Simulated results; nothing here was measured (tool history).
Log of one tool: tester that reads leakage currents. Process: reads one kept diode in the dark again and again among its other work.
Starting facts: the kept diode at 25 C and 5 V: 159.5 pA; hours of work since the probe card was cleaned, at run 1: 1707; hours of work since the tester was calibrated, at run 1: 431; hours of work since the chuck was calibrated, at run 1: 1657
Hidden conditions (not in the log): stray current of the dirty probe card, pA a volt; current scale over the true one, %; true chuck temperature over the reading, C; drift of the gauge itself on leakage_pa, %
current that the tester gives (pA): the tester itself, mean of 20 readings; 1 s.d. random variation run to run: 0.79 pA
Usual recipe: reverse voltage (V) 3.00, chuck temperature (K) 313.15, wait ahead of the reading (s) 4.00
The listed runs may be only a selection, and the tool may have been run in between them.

run,hour,reverse voltage (V),chuck temperature (K),wait ahead of the reading (s),hours of work since the probe card was cleaned,hours of work since the tester was calibrated,hours of work since the chuck was calibrated,current that the tester gives (pA)
1,0.0,3.00,313.15,4.00,1707,431,1657,372.37
2,22.7,3.00,313.15,3.07,1716,440,1666,372.08
# hour 48.1: chuck's temperature calibrated
3,48.1,3.00,313.15,3.07,1727,451,0,378.79
4,82.5,3.00,313.15,4.00,1742,466,15,379.39
5,104.3,3.00,313.15,4.00,1751,475,24,379.18
# hour 115.2: chuck's temperature calibrated, once more
6,147.2,3.00,313.15,4.00,1769,493,14,362.93
7,175.8,3.00,313.15,0.80,1781,505,26,363.70
8,212.2,3.00,313.15,0.80,1797,521,42,363.53
9,242.8,18.62,313.15,4.00,1810,534,55,960.38
10,267.4,18.62,313.15,4.00,1821,545,66,958.38
11,290.3,18.62,313.15,4.00,1831,555,76,966.58
12,317.7,18.62,313.15,4.00,1843,567,88,957.92
13,338.8,3.00,313.15,4.00,1852,576,97,363.90
14,371.8,11.72,306.15,0.41,1867,591,112,477.21
15,405.3,11.72,306.15,0.41,1881,605,126,474.56
16,450.2,3.18,313.15,4.84,1901,625,146,376.97
17,468.3,3.18,313.15,4.84,1909,632,154,377.14
18,503.7,1.34,306.15,1.31,1924,648,169,147.57
19,539.5,2.83,305.15,0.49,1940,663,185,205.78
20,564.6,2.83,308.15,0.49,1950,674,195,254.04
21,588.0,16.41,319.15,0.80,1961,685,206,1343.17
22,627.8,16.41,327.15,1.96,1978,702,223,2217.67
23,664.5,1.53,295.15,6.27,1994,718,239,71.80
24,707.5,13.46,295.15,6.27,2013,736,258,234.54
25,733.6,19.69,296.15,4.81,2024,748,269,311.91

Forecast each of these 3 alternatives for the next run:
A,753.4,19.69,308.15,4.81,2033,756,278,?
B,753.4,3.00,298.15,1.81,2033,756,278,?
C,753.4,19.69,294.15,1.39,2033,756,278,?

run,current that the tester gives (pA)
A,712.35
B,128.50
C,273.98
The same runs, with their run-to-run variation unchanged, on a tool lacking any hidden condition would have given:
run,current that the tester gives (pA)
A,676.56
B,122.44
C,246.67
